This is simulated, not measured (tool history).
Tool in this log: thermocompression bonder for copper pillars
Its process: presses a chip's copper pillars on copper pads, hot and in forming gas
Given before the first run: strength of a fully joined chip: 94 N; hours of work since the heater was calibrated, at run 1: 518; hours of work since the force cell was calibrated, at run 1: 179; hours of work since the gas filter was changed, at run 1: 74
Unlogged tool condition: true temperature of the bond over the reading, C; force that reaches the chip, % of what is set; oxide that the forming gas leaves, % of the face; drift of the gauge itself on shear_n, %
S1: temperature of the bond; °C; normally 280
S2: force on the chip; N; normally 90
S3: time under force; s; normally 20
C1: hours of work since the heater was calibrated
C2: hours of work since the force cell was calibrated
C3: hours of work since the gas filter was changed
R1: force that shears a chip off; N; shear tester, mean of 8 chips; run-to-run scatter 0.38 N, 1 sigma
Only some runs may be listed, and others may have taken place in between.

{"run": 1, "hour": 0.0, "S1": 280, "S2": 90, "S3": 20, "C1": 518, "C2": 179, "C3": 74, "R1": 38.0}
{"run": 2, "hour": 44.4, "S1": 280, "S2": 90, "S3": 20, "C1": 537, "C2": 198, "C3": 93, "R1": 37.9}
{"run": 3, "hour": 83.6, "S1": 280, "S2": 90, "S3": 20, "C1": 553, "C2": 214, "C3": 109, "R1": 38.2}
{"run": 4, "hour": 132.3, "S1": 280, "S2": 119, "S3": 20, "C1": 574, "C2": 235, "C3": 130, "R1": 49.1}
{"run": 5, "hour": 173.1, "S1": 280, "S2": 119, "S3": 20, "C1": 591, "C2": 252, "C3": 147, "R1": 50.1}
{"run": 6, "hour": 215.0, "S1": 280, "S2": 119, "S3": 20, "C1": 608, "C2": 269, "C3": 165, "R1": 48.9}
{"run": 7, "hour": 252.3, "S1": 280, "S2": 119, "S3": 28, "C1": 624, "C2": 285, "C3": 180, "R1": 55.6}
{"run": 8, "hour": 297.3, "S1": 280, "S2": 77, "S3": 20, "C1": 643, "C2": 304, "C3": 199, "R1": 32.0}
{"run": 9, "hour": 354.2, "S1": 280, "S2": 77, "S3": 20, "C1": 667, "C2": 328, "C3": 223, "R1": 32.2}
{"run": 10, "hour": 415.1, "S1": 280, "S2": 77, "S3": 20, "C1": 692, "C2": 353, "C3": 249, "R1": 32.8}
{"hour": 445.8, "done": "forming gas filter changed"}
{"run": 11, "hour": 456.5, "S1": 280, "S2": 77, "S3": 20, "C1": 710, "C2": 371, "C3": 4, "R1": 31.9}
{"run": 12, "hour": 487.5, "S1": 280, "S2": 77, "S3": 20, "C1": 723, "C2": 384, "C3": 18, "R1": 32.8}
{"hour": 534.5, "done": "heater calibrated with a thermocouple chip"}
{"run": 13, "hour": 541.6, "S1": 280, "S2": 77, "S3": 20, "C1": 3, "C2": 405, "C3": 39, "R1": 31.5}
{"run": 14, "hour": 607.1, "S1": 280, "S2": 77, "S3": 20, "C1": 30, "C2": 433, "C3": 67, "R1": 31.8}
{"run": 15, "hour": 637.7, "S1": 291, "S2": 77, "S3": 20, "C1": 43, "C2": 446, "C3": 80, "R1": 38.1}
{"run": 16, "hour": 688.2, "S1": 291, "S2": 77, "S3": 20, "C1": 65, "C2": 467, "C3": 101, "R1": 37.8}
{"run": 17, "hour": 719.4, "S1": 291, "S2": 77, "S3": 20, "C1": 78, "C2": 480, "C3": 114, "R1": 37.5}
{"run": 18, "hour": 782.9, "S1": 276, "S2": 90, "S3": 20, "C1": 104, "C2": 507, "C3": 141, "R1": 35.2}
{"run": 19, "hour": 828.4, "S1": 284, "S2": 135, "S3": 20, "C1": 123, "C2": 526, "C3": 160, "R1": 57.4}
{"run": 20, "hour": 859.5, "S1": 283, "S2": 71, "S3": 14, "C1": 136, "C2": 539, "C3": 173, "R1": 26.5}
{"run": 21, "hour": 891.7, "S1": 283, "S2": 71, "S3": 14, "C1": 150, "C2": 552, "C3": 186, "R1": 26.1}
{"run": 22, "hour": 930.3, "S1": 280, "S2": 78, "S3": 20, "C1": 166, "C2": 569, "C3": 203, "R1": 32.2}
{"run": 23, "hour": 980.7, "S1": 258, "S2": 99, "S3": 17, "C1": 187, "C2": 590, "C3": 224, "R1": 25.9}
{"run": 24, "hour": 1017.5, "S1": 253, "S2": 58, "S3": 21, "C1": 203, "C2": 605, "C3": 239, "R1": 13.8}
{"hour": 1068.6, "done": "forming gas filter changed"}
{"run": 25, "hour": 1068.9, "S1": 285, "S2": 119, "S3": 21, "C1": 224, "C2": 627, "C3": 0, "R1": 53.8}
{"run": 26, "hour": 1103.5, "S1": 302, "S2": 94, "S3": 20, "C1": 239, "C2": 641, "C3": 15, "R1": 52.4}
{"run": 27, "hour": 1155.9, "S1": 302, "S2": 94, "S3": 20, "C1": 261, "C2": 663, "C3": 37, "R1": 53.0}
{"run": 28, "hour": 1192.9, "S1": 302, "S2": 109, "S3": 36, "C1": 276, "C2": 679, "C3": 52, "R1": 68.9}
{"run": 29, "hour": 1227.1, "S1": 302, "S2": 109, "S3": 36, "C1": 291, "C2": 693, "C3": 67, "R1": 70.6}
{"run": 30, "hour": 1271.5, "S1": 274, "S2": 88, "S3": 31, "C1": 309, "C2": 712, "C3": 85, "R1": 39.5}
{"run": 31, "hour": 1331.9, "S1": 280, "S2": 64, "S3": 35, "C1": 335, "C2": 737, "C3": 111, "R1": 32.8}
{"run": 32, "hour": 1360.0, "S1": 301, "S2": 64, "S3": 17, "C1": 346, "C2": 749, "C3": 122, "R1": 34.0}
{"run": 33, "hour": 1412.8, "S1": 279, "S2": 90, "S3": 19, "C1": 369, "C2": 771, "C3": 145, "R1": 36.6}
{"run": 34, "hour": 1455.0, "S1": 280, "S2": 77, "S3": 24, "C1": 386, "C2": 789, "C3": 162, "R1": 34.1}
{"run": 35, "hour": 1497.3, "S1": 272, "S2": 132, "S3": 38, "C1": 404, "C2": 807, "C3": 180, "R1": 59.0}

Forecast each of these 4 alternatives for the next run:
{"run": "A", "hour": 1540.9, "S1": 277, "S2": 56, "S3": 20, "C1": 422, "C2": 825, "C3": 198, "R1": "?"}
{"run": "B", "hour": 1540.9, "S1": 275, "S2": 90, "S3": 46, "C1": 422, "C2": 825, "C3": 198, "R1": "?"}
{"run": "C", "hour": 1540.9, "S1": 280, "S2": 90, "S3": 10, "C1": 422, "C2": 825, "C3": 198, "R1": "?"}
{"run": "D", "hour": 1540.9, "S1": 280, "S2": 85, "S3": 20, "C1": 422, "C2": 825, "C3": 198, "R1": "?"}

run=A R1=21.1
run=B R1=47.6
run=C R1=28.4
run=D R1=35.6
With the hidden condition removed and each run's random variation left untouched, the same runs would have given:
run=A R1=21.2
run=B R1=47.9
run=C R1=28.5
run=D R1=35.8
